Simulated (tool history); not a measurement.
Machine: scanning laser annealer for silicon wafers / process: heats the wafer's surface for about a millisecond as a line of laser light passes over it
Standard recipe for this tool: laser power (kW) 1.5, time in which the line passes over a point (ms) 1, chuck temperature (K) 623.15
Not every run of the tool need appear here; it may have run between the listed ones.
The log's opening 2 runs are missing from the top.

| run | hour | laser power (kW) | time in which the line passes over a point (ms) | chuck temperature (K) | hours of work since the window was cleaned | hours of work since the power meter was calibrated | hours of work since the optics were aligned | highest temperature of the surface (K) |
|---|---|---|---|---|---|---|---|---|
| 3 | 70.2 | 1.5 | 1 | 648.15 | 230 | 122 | 1032 | 1351.15 |
| 4 | 100.1 | 1.5 | 1 | 623.15 | 247 | 139 | 1049 | 1323.15 |
| 5 | 148.2 | 1.5 | 1 | 623.15 | 274 | 166 | 1076 | 1325.15 |
| 6 | 168.3 | 1.5 | 1 | 623.15 | 285 | 178 | 1088 | 1325.15 |
| 7 | 215.2 | 1.5 | 1 | 623.15 | 312 | 204 | 1114 | 1324.15 |
| 8 | 248.3 | 1.5 | 1 | 610.15 | 331 | 223 | 1133 | 1308.15 |
| 9 | 282.2 | 1.5 | 1 | 642.15 | 350 | 242 | 1153 | 1337.15 |
| 10 | 317.9 | 1.5 | 1 | 642.15 | 370 | 262 | 1173 | 1335.15 |
| 11 | 364.4 | 1.5 | 1 | 623.15 | 397 | 289 | 1199 | 1317.15 |
| 12 | 410.2 | 1.5 | 1 | 623.15 | 423 | 315 | 1225 | 1312.15 |
| 13 | 439.7 | 1.5 | 1 | 623.15 | 439 | 332 | 1242 | 1312.15 |
| 14 | 486.3 | 1.5 | 1 | 623.15 | 466 | 358 | 1268 | 1314.15 |
| 15 | 528.7 | 1.5 | 1 | 623.15 | 490 | 382 | 1292 | 1312.15 |
| 16 | 553.8 | 1.5 | 1 | 623.15 | 504 | 396 | 1307 | 1309.15 |
| 17 | 599.6 | 1.5 | 1.06 | 623.15 | 530 | 422 | 1333 | 1329.15 |
| 18 | 631.7 | 1.5 | 0.77 | 623.15 | 548 | 441 | 1351 | 1230.15 |
| 19 | 672.9 | 1.5 | 1 | 629.15 | 572 | 464 | 1374 | 1310.15 |
| 20 | 707.4 | 1.5 | 1 | 629.15 | 591 | 484 | 1394 | 1310.15 |
| 21 | 748.9 | 1.5 | 1 | 629.15 | 615 | 507 | 1417 | 1312.15 |
| 22 | 781.1 | 1.5 | 1 | 610.15 | 633 | 525 | 1436 | 1290.15 |

Expected results for the next run?
| 23 | 826.8 | 1.5 | 1 | 610.15 | 659 | 551 | 1462 | ? |

Run 23 gave highest temperature of the surface (K) 1291.15.
With the hidden condition absent and the run-to-run variation left alone, this run would have shown highest temperature of the surface (K) 1334.15.

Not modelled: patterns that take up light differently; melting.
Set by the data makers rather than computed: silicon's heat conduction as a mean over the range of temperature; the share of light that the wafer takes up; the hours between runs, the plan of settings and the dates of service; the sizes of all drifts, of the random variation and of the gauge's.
